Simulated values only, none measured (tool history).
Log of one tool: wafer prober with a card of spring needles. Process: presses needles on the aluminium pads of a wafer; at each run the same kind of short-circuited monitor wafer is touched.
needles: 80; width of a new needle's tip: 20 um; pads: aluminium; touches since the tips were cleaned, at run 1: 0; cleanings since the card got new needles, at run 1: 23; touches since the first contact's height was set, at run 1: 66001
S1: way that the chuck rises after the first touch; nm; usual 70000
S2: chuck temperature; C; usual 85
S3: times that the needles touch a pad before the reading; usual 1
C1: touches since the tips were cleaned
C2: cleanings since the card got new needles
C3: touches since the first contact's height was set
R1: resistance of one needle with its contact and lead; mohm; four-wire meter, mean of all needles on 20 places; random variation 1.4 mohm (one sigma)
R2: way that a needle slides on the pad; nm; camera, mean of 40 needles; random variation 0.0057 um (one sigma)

run 1 hour=0 | S1=70000 S2=85 S3=1 | C1=0 C2=23 C3=66001 | R1=130 R2=18599
-- hour=3.8 height of the first contact set anew
run 2 hour=16.1 | S1=70000 S2=85 S3=1 | C1=7489 C2=23 C3=5821 | R1=183 R2=18682
-- hour=17.9 tips cleaned on abrasive film
run 3 hour=29.4 | S1=70000 S2=85 S3=2 | C1=5450 C2=24 C3=12070 | R1=156 R2=18677
-- hour=35 tips cleaned on abrasive film
run 4 hour=40.9 | S1=70000 S2=36 S3=2 | C1=2785 C2=25 C3=17448 | R1=141 R2=18668
-- hour=51.7 tips cleaned on abrasive film
run 5 hour=51.7 | S1=70000 S2=36 S3=2 | C1=0 C2=26 C3=22557 | R1=121 R2=18647
-- hour=68.2 tips cleaned on abrasive film
run 6 hour=68.2 | S1=70000 S2=36 S3=2 | C1=0 C2=27 C3=30283 | R1=122 R2=18647
run 7 hour=79.8 | S1=70000 S2=36 S3=2 | C1=5540 C2=27 C3=35823 | R1=151 R2=18632
-- hour=85.2 tips cleaned on abrasive film
run 8 hour=92.7 | S1=70000 S2=36 S3=2 | C1=3523 C2=28 C3=41847 | R1=148 R2=18639
-- hour=101.5 tips cleaned on abrasive film
run 9 hour=109.2 | S1=70000 S2=36 S3=2 | C1=3621 C2=29 C3=49614 | R1=146 R2=18621
-- hour=118.8 tips cleaned on abrasive film
run 10 hour=124.7 | S1=70000 S2=66 S3=2 | C1=2837 C2=30 C3=56947 | R1=145 R2=18613
run 11 hour=133.7 | S1=70000 S2=66 S3=2 | C1=7063 C2=30 C3=61173 | R1=157 R2=18620
-- hour=136.1 tips cleaned on abrasive film
-- hour=146.9 height of the first contact set anew
run 12 hour=148.3 | S1=70000 S2=85 S3=1 | C1=5629 C2=31 C3=659 | R1=177 R2=18670
-- hour=153 tips cleaned on abrasive film
run 13 hour=166.9 | S1=70000 S2=85 S3=1 | C1=6580 C2=32 C3=9430 | R1=178 R2=18664
-- hour=170.5 tips cleaned on abrasive film
-- hour=186.7 tips cleaned on abrasive film
run 14 hour=186.7 | S1=70000 S2=85 S3=1 | C1=0 C2=34 C3=18728 | R1=129 R2=18647
run 15 hour=198.7 | S1=70000 S2=85 S3=1 | C1=5666 C2=34 C3=24394 | R1=178 R2=18651
-- hour=203.9 tips cleaned on abrasive film
run 16 hour=216 | S1=70000 S2=85 S3=1 | C1=5736 C2=35 C3=32573 | R1=181 R2=18646
-- hour=221.5 tips cleaned on abrasive film
run 17 hour=233.5 | S1=70000 S2=85 S3=1 | C1=5661 C2=36 C3=40777 | R1=180 R2=18628
-- hour=239.1 tips cleaned on abrasive film
run 18 hour=246.4 | S1=87000 S2=85 S3=1 | C1=3432 C2=37 C3=46855 | R1=150 R2=23145
-- hour=256.1 tips cleaned on abrasive film
run 19 hour=259.6 | S1=59000 S2=85 S3=1 | C1=1645 C2=38 C3=53070 | R1=162 R2=15658
-- hour=272.5 tips cleaned on abrasive film
run 20 hour=279.8 | S1=59000 S2=88 S3=3 | C1=3451 C2=39 C3=62579 | R1=148 R2=15660
-- hour=289 tips cleaned on abrasive film
-- hour=291 height of the first contact set anew
run 21 hour=293.4 | S1=59000 S2=88 S3=3 | C1=1964 C2=40 C3=1166 | R1=142 R2=15757
run 22 hour=303.3 | S1=59000 S2=88 S3=3 | C1=6610 C2=40 C3=5812 | R1=156 R2=15752
-- hour=305.7 tips cleaned on abrasive film
run 23 hour=320.9 | S1=66000 S2=85 S3=3 | C1=7193 C2=41 C3=14110 | R1=152 R2=17597
-- hour=322.7 tips cleaned on abrasive film
run 24 hour=331.5 | S1=68000 S2=28 S3=3 | C1=4181 C2=42 C3=19115 | R1=136 R2=18127
-- hour=339 tips cleaned on abrasive film
run 25 hour=351.1 | S1=68000 S2=28 S3=3 | C1=5738 C2=43 C3=28330 | R1=140 R2=18122
-- hour=356 tips cleaned on abrasive film
run 26 hour=365.2 | S1=76000 S2=109 S3=1 | C1=4393 C2=44 C3=34984 | R1=167 R2=20240
-- hour=372.5 tips cleaned on abrasive film
run 27 hour=383.2 | S1=76000 S2=109 S3=1 | C1=5084 C2=45 C3=43440 | R1=166 R2=20224
-- hour=389.5 tips cleaned on abrasive film
run 28 hour=394.2 | S1=76000 S2=109 S3=1 | C1=2233 C2=46 C3=48603 | R1=152 R2=20211
-- hour=406.8 tips cleaned on abrasive film
run 29 hour=415.1 | S1=76000 S2=109 S3=1 | C1=3920 C2=47 C3=58443 | R1=166 R2=20206
-- hour=423.7 tips cleaned on abrasive film
-- hour=434.7 height of the first contact set anew
run 30 hour=435.5 | S1=58000 S2=60 S3=1 | C1=5444 C2=48 C3=350 | R1=199 R2=15469
-- hour=441.6 tips cleaned on abrasive film
run 31 hour=454.1 | S1=78000 S2=48 S3=1 | C1=5885 C2=49 C3=9118 | R1=166 R2=20802
-- hour=458.4 tips cleaned on abrasive film
run 32 hour=471.2 | S1=74000 S2=67 S3=1 | C1=6078 C2=50 C3=17178 | R1=173 R2=19726
-- hour=475.5 tips cleaned on abrasive film
run 33 hour=484.8 | S1=77000 S2=115 S3=1 | C1=4402 C2=51 C3=23563 | R1=167 R2=20516

4 ways to go on from here, each from the tool as it stands after run 33. What would each give?
-- hour=491.8 tips cleaned on abrasive film
run A hour=495.9 | S1=70000 S2=39 S3=2 | C1=1923 C2=52 C3=28782 | R1=? R2=?
-- hour=491.8 tips cleaned on abrasive film
run B hour=495.9 | S1=90000 S2=38 S3=1 | C1=1923 C2=52 C3=28782 | R1=? R2=?
-- hour=491.8 tips cleaned on abrasive film
run C hour=495.9 | S1=58000 S2=115 S3=1 | C1=1923 C2=52 C3=28782 | R1=? R2=?
-- hour=491.8 tips cleaned on abrasive film
run D hour=495.9 | S1=51000 S2=51 S3=2 | C1=1923 C2=52 C3=28782 | R1=? R2=?

run=A R1=138 R2=18635
run=B R1=135 R2=23968
run=C R1=171 R2=15439
run=D R1=152 R2=13569
Without the tool's hidden state the same runs would have given:
run=A R1=122 R2=18677
run=B R1=118 R2=24009
run=C R1=137 R2=15481
run=D R1=124 R2=13610

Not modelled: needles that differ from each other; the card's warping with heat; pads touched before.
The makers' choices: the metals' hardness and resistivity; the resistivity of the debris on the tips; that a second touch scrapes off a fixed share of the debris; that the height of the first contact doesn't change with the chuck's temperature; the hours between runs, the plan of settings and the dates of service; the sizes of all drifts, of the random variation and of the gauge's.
